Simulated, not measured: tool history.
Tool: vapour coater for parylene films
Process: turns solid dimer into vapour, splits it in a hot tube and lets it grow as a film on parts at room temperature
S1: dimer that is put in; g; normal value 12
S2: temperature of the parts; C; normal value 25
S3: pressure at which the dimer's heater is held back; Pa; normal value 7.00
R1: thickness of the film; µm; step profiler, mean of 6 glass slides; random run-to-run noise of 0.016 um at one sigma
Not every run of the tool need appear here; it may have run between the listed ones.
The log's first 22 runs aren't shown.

run,hour,S1,S2,S3,R1
23,1034.9,12,25,7.00,2.30
24,1062.1,12,25,7.00,2.32
25,1101.3,12,25,7.00,2.31
26,1137.8,9,25,7.00,1.71
27,1166.5,12,27,7.00,2.12
28,1220.5,11,29,2.85,2.11
29,1275.4,12,28,2.58,2.40
30,1303.7,11,25,9.71,1.92
31,1354.1,11,27,9.71,1.79
# hour 1366.7: trap's valve overhauled
32,1414.8,11,27,9.71,1.95
33,1457.4,21,21,4.28,5.17
34,1500.5,14,37,3.12,2.08
35,1564.5,11,20,7.00,2.54
36,1611.2,11,20,7.00,2.55
37,1647.9,11,20,7.00,2.51
38,1682.0,11,20,7.82,2.42
39,1728.4,13,18,3.29,3.57
40,1781.4,20,25,6.03,3.85
41,1820.0,14,20,3.37,3.58
42,1854.9,14,20,3.37,3.52
43,1892.2,21,27,2.12,4.44
# hour 1928.4: trap's valve overhauled
44,1959.0,12,23,4.28,2.81
45,2012.3,7,36,7.00,0.98
46,2045.5,11,30,5.42,1.90
47,2075.2,11,30,5.42,1.88

Here are 3 independent what-if runs from the current tool condition. What would each one return?
A,2124.0,11,27,7.00,?
B,2124.0,11,26,10.89,?
C,2124.0,10,17,10.51,?

run,R1
A,2.02
B,1.90
C,2.42
The same runs, with their run-to-run variation unchanged, on a tool lacking any hidden condition would have given:
run,R1
A,2.11
B,1.98
C,2.51
